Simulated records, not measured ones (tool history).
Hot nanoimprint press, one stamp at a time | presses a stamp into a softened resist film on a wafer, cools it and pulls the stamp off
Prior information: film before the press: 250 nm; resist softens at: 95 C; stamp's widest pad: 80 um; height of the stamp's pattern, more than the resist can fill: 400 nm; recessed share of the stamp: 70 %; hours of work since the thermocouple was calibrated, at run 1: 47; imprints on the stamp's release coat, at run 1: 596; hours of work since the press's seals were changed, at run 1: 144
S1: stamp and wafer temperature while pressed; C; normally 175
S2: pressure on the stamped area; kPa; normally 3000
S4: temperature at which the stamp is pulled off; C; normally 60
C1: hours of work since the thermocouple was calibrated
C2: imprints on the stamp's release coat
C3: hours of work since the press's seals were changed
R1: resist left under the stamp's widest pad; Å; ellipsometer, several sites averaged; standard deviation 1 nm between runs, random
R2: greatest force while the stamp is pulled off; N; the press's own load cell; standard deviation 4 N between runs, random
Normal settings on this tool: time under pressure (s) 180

run 1 hour=0.0 | S1=175 S2=3000 time_under_pressure_(s)=180 S4=60 | C1=47 C2=596 C3=144 | R1=1458 R2=218
run 2 hour=16.8 | S1=175 S2=3000 time_under_pressure_(s)=180 S4=60 | C1=59 C2=680 C3=156 | R1=1453 R2=231
run 3 hour=28.3 | S1=175 S2=3000 time_under_pressure_(s)=180 S4=60 | C1=68 C2=738 C3=165 | R1=1437 R2=221
-- hour=43.3 stamp cleaned and given a new release coat
run 4 hour=49.8 | S1=175 S2=3000 time_under_pressure_(s)=180 S4=60 | C1=79 C2=32 C3=176 | R1=1434 R2=196
run 5 hour=67.2 | S1=175 S2=3000 time_under_pressure_(s)=180 S4=60 | C1=92 C2=119 C3=189 | R1=1440 R2=197
run 6 hour=80.2 | S1=175 S2=3000 time_under_pressure_(s)=180 S4=60 | C1=101 C2=184 C3=198 | R1=1446 R2=202
run 7 hour=92.6 | S1=168 S2=3500 time_under_pressure_(s)=180 S4=60 | C1=110 C2=246 C3=207 | R1=1625 R2=199
run 8 hour=110.2 | S1=185 S2=4370 time_under_pressure_(s)=330 S4=58 | C1=123 C2=334 C3=220 | R1=723 R2=213
run 9 hour=128.3 | S1=185 S2=2530 time_under_pressure_(s)=279 S4=58 | C1=136 C2=425 C3=233 | R1=1040 R2=222
run 10 hour=142.1 | S1=167 S2=2590 time_under_pressure_(s)=172 S4=49 | C1=146 C2=493 C3=243 | R1=1886 R2=246
run 11 hour=151.8 | S1=175 S2=3000 time_under_pressure_(s)=103 S4=60 | C1=154 C2=542 C3=250 | R1=1675 R2=212
run 12 hour=165.8 | S1=175 S2=1990 time_under_pressure_(s)=103 S4=65 | C1=164 C2=612 C3=261 | R1=1934 R2=200

Run by run, hidden condition taken away, random variation retained:
Hidden conditions of the tool in this case: true temperature over the reading, C; pressure that arrives at the usual setting, %; grip of the stamp's worn release coat, % over a new coat's; drift of the gauge itself on residual_nm, %; drift of the gauge itself on pull_off_n, %.
run=1 R1=1462 R2=196
run=2 R1=1459 R2=205
run=3 R1=1444 R2=195
run=4 R1=1441 R2=196
run=5 R1=1449 R2=194
run=6 R1=1456 R2=196
run=7 R1=1637 R2=192
run=8 R1=727 R2=202
run=9 R1=1051 R2=208
run=10 R1=1904 R2=227
run=11 R1=1691 R2=194
run=12 R1=1952 R2=182

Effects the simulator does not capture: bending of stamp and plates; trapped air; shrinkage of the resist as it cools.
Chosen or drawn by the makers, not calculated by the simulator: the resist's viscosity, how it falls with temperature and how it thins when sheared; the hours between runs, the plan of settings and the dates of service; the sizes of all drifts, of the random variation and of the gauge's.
